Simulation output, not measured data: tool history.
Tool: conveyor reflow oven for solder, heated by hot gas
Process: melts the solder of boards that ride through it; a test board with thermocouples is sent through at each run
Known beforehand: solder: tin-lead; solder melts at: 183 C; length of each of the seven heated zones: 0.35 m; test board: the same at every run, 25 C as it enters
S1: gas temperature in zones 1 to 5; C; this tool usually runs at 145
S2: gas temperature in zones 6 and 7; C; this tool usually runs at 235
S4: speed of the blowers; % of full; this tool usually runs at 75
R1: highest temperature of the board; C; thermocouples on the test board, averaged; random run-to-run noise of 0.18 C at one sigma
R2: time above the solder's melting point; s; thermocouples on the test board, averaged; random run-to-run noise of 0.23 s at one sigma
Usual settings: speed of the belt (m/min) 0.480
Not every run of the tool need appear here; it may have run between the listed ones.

Run 1, day 0.000: usual settings. Result: R1 220.6 C, R2 72.8 s.
At day 1.446: belt drive overhauled, speed set with a stopwatch.
Run 2, day 1.608: usual settings. Result: R1 219.8 C, R2 70.4 s.
Run 3, day 2.946: usual settings. Result: R1 219.3 C, R2 70.2 s.
Run 4, day 3.983: usual settings. Result: R1 219.6 C, R2 70.0 s.
Run 5, day 6.079: usual settings. Result: R1 219.1 C, R2 69.9 s.
Run 6, day 7.846: usual settings. Result: R1 219.0 C, R2 69.2 s.
Run 7, day 10.046: usual settings. Result: R1 218.9 C, R2 69.4 s.
At day 12.038: flux residue cleaned out of gas plates and filters.
Run 8, day 12.038: usual settings. Result: R1 220.5 C, R2 71.2 s.
Run 9, day 13.150: usual settings. Result: R1 220.1 C, R2 70.8 s.
Run 10, day 14.246: usual settings but S2 227 C, speed of the belt (m/min) 0.434. Result: R1 215.7 C, R2 75.8 s.
Run 11, day 15.546: usual settings but S1 153 C, S2 228 C, speed of the belt (m/min) 0.434. Result: R1 217.7 C, R2 81.8 s.
Run 12, day 17.012: usual settings but S1 153 C, S2 228 C, speed of the belt (m/min) 0.434. Result: R1 217.7 C, R2 81.2 s.
Run 13, day 18.892: usual settings but S1 131 C, S2 234 C, speed of the belt (m/min) 0.536, S4 53 % of full. Result: R1 204.6 C, R2 41.2 s.
Run 14, day 20.846: usual settings but S1 131 C, S2 226 C, speed of the belt (m/min) 0.576, S4 67 % of full. Result: R1 200.1 C, R2 32.9 s.
Run 15, day 21.817: usual settings but S4 63 % of full. Result: R1 216.4 C, R2 67.0 s.
Run 16, day 23.650: usual settings but S2 246 C, S4 73 % of full. Result: R1 227.8 C, R2 76.7 s.
At day 25.092: flux residue cleaned out of gas plates and filters.
Run 17, day 25.746: usual settings but S1 132 C, S2 240 C, speed of the belt (m/min) 0.484, S4 86 % of full. Result: R1 224.9 C, R2 69.6 s.
Run 18, day 27.021: usual settings but S1 132 C, S2 240 C, speed of the belt (m/min) 0.484, S4 86 % of full. Result: R1 224.6 C, R2 69.3 s.

Branching from run 18: 5 alternative next runs. What would each branch give?
Run A, day 29.242: usual settings but S1 155 C, S2 246 C, speed of the belt (m/min) 0.561, S4 86 % of full. Result: R1 ?, R2 ?.
Run B, day 29.242: usual settings but S1 132 C, S2 240 C, speed of the belt (m/min) 0.394, S4 86 % of full. Result: R1 ?, R2 ?.
Run C, day 29.242: usual settings but S2 249 C, speed of the belt (m/min) 0.448. Result: R1 ?, R2 ?.
Run D, day 29.242: usual settings but S1 140 C, S2 240 C, speed of the belt (m/min) 0.555, S4 86 % of full. Result: R1 ?, R2 ?.
Run E, day 29.242: usual settings but S1 157 C, speed of the belt (m/min) 0.573, S4 73 % of full. Result: R1 ?, R2 ?.

run     R1    R2
  A  228.7  70.0
  B  230.0  90.8
  C  234.9  86.9
  D  221.1  60.1
  E  216.4  61.4
Stripped of hidden state, with their random variation kept, the same runs would have yielded:
run     R1    R2
  A  228.6  69.5
  B  229.7  90.1
  C  234.6  86.1
  D  221.1  59.8
  E  216.3  61.0

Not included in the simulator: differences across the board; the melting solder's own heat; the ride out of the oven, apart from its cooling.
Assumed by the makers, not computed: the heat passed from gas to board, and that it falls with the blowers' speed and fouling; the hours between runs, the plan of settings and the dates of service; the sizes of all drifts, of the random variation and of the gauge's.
